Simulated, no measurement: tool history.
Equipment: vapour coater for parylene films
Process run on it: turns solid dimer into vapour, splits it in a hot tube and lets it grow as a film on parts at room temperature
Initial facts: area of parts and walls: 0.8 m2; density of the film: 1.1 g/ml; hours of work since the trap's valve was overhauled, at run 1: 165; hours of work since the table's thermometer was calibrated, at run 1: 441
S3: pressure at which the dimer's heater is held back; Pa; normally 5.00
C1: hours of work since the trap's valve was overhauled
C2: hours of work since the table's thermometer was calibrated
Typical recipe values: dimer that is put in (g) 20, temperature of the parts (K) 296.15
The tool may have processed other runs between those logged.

{"run": 1, "hour": 0.0, "dimer that is put in (g)": 20, "temperature of the parts (K)": 296.15, "S3": 5.0, "C1": 165, "C2": 441, "thickness of the film (um)": 14.83}
{"run": 2, "hour": 39.6, "dimer that is put in (g)": 20, "temperature of the parts (K)": 296.15, "S3": 5.0, "C1": 182, "C2": 457, "thickness of the film (um)": 14.52}
{"run": 3, "hour": 90.7, "dimer that is put in (g)": 20, "temperature of the parts (K)": 296.15, "S3": 5.0, "C1": 204, "C2": 479, "thickness of the film (um)": 14.61}
{"run": 4, "hour": 152.0, "dimer that is put in (g)": 20, "temperature of the parts (K)": 296.15, "S3": 5.0, "C1": 230, "C2": 505, "thickness of the film (um)": 14.56}
{"run": 5, "hour": 186.1, "dimer that is put in (g)": 15, "temperature of the parts (K)": 296.15, "S3": 5.0, "C1": 244, "C2": 519, "thickness of the film (um)": 10.63}
{"run": 6, "hour": 250.4, "dimer that is put in (g)": 15, "temperature of the parts (K)": 296.15, "S3": 5.0, "C1": 271, "C2": 547, "thickness of the film (um)": 10.65}
{"run": 7, "hour": 282.4, "dimer that is put in (g)": 20, "temperature of the parts (K)": 296.15, "S3": 5.0, "C1": 285, "C2": 560, "thickness of the film (um)": 14.23}
{"run": 8, "hour": 346.5, "dimer that is put in (g)": 20, "temperature of the parts (K)": 296.15, "S3": 5.0, "C1": 312, "C2": 587, "thickness of the film (um)": 14.11}
{"run": 9, "hour": 382.2, "dimer that is put in (g)": 9, "temperature of the parts (K)": 296.15, "S3": 5.0, "C1": 327, "C2": 602, "thickness of the film (um)": 6.3}
{"run": 10, "hour": 434.6, "dimer that is put in (g)": 9, "temperature of the parts (K)": 296.15, "S3": 5.0, "C1": 349, "C2": 625, "thickness of the film (um)": 6.35}
{"run": 11, "hour": 464.2, "dimer that is put in (g)": 9, "temperature of the parts (K)": 296.15, "S3": 5.0, "C1": 362, "C2": 637, "thickness of the film (um)": 6.26}
{"run": 12, "hour": 534.7, "dimer that is put in (g)": 9, "temperature of the parts (K)": 296.15, "S3": 5.0, "C1": 392, "C2": 667, "thickness of the film (um)": 6.15}
{"run": 13, "hour": 567.7, "dimer that is put in (g)": 9, "temperature of the parts (K)": 296.15, "S3": 5.0, "C1": 405, "C2": 681, "thickness of the film (um)": 6.17}
{"hour": 616.4, "done": "trap's valve overhauled"}
{"run": 14, "hour": 623.3, "dimer that is put in (g)": 20, "temperature of the parts (K)": 291.15, "S3": 5.0, "C1": 3, "C2": 703, "thickness of the film (um)": 17.73}
{"run": 15, "hour": 687.9, "dimer that is put in (g)": 26, "temperature of the parts (K)": 291.15, "S3": 5.0, "C1": 30, "C2": 730, "thickness of the film (um)": 23.05}
{"run": 16, "hour": 757.2, "dimer that is put in (g)": 26, "temperature of the parts (K)": 291.15, "S3": 5.0, "C1": 60, "C2": 759, "thickness of the film (um)": 23.01}
{"run": 17, "hour": 822.7, "dimer that is put in (g)": 19, "temperature of the parts (K)": 295.15, "S3": 6.37, "C1": 87, "C2": 787, "thickness of the film (um)": 13.96}
{"run": 18, "hour": 866.1, "dimer that is put in (g)": 33, "temperature of the parts (K)": 294.15, "S3": 7.63, "C1": 106, "C2": 805, "thickness of the film (um)": 24.12}
{"run": 19, "hour": 905.8, "dimer that is put in (g)": 33, "temperature of the parts (K)": 294.15, "S3": 7.63, "C1": 122, "C2": 822, "thickness of the film (um)": 23.68}
{"run": 20, "hour": 975.5, "dimer that is put in (g)": 27, "temperature of the parts (K)": 296.15, "S3": 5.0, "C1": 152, "C2": 852, "thickness of the film (um)": 19.79}
{"run": 21, "hour": 1018.4, "dimer that is put in (g)": 20, "temperature of the parts (K)": 297.15, "S3": 5.15, "C1": 170, "C2": 870, "thickness of the film (um)": 14.19}
{"run": 22, "hour": 1084.2, "dimer that is put in (g)": 9, "temperature of the parts (K)": 288.15, "S3": 4.66, "C1": 198, "C2": 898, "thickness of the film (um)": 8.39}
{"run": 23, "hour": 1115.2, "dimer that is put in (g)": 33, "temperature of the parts (K)": 288.15, "S3": 2.91, "C1": 211, "C2": 911, "thickness of the film (um)": 33.79}
{"run": 24, "hour": 1173.9, "dimer that is put in (g)": 33, "temperature of the parts (K)": 288.15, "S3": 2.91, "C1": 236, "C2": 936, "thickness of the film (um)": 33.99}
{"run": 25, "hour": 1241.4, "dimer that is put in (g)": 9, "temperature of the parts (K)": 293.15, "S3": 9.16, "C1": 264, "C2": 964, "thickness of the film (um)": 6.03}
{"run": 26, "hour": 1295.4, "dimer that is put in (g)": 33, "temperature of the parts (K)": 288.15, "S3": 11.84, "C1": 287, "C2": 987, "thickness of the film (um)": 24.08}
{"run": 27, "hour": 1351.8, "dimer that is put in (g)": 12, "temperature of the parts (K)": 301.15, "S3": 3.53, "C1": 311, "C2": 1011, "thickness of the film (um)": 7.89}

Forecast each of these 4 alternatives for the next run:
{"run": "A", "hour": 1387.3, "dimer that is put in (g)": 21, "temperature of the parts (K)": 293.15, "S3": 5.0, "C1": 326, "C2": 1026, "thickness of the film (um)": "?"}
{"run": "B", "hour": 1387.3, "dimer that is put in (g)": 20, "temperature of the parts (K)": 294.15, "S3": 5.0, "C1": 326, "C2": 1026, "thickness of the film (um)": "?"}
{"run": "C", "hour": 1387.3, "dimer that is put in (g)": 20, "temperature of the parts (K)": 288.15, "S3": 5.0, "C1": 326, "C2": 1026, "thickness of the film (um)": "?"}
{"run": "D", "hour": 1387.3, "dimer that is put in (g)": 12, "temperature of the parts (K)": 301.15, "S3": 5.42, "C1": 326, "C2": 1026, "thickness of the film (um)": "?"}

run=A thickness_of_the_film_(um)=16.04
run=B thickness_of_the_film_(um)=14.72
run=C thickness_of_the_film_(um)=17.66
run=D thickness_of_the_film_(um)=7.18
Had the tool no hidden state, the same runs would have come out as:
run=A thickness_of_the_film_(um)=17.73
run=B thickness_of_the_film_(um)=16.27
run=C thickness_of_the_film_(um)=19.52
run=D thickness_of_the_film_(um)=7.93

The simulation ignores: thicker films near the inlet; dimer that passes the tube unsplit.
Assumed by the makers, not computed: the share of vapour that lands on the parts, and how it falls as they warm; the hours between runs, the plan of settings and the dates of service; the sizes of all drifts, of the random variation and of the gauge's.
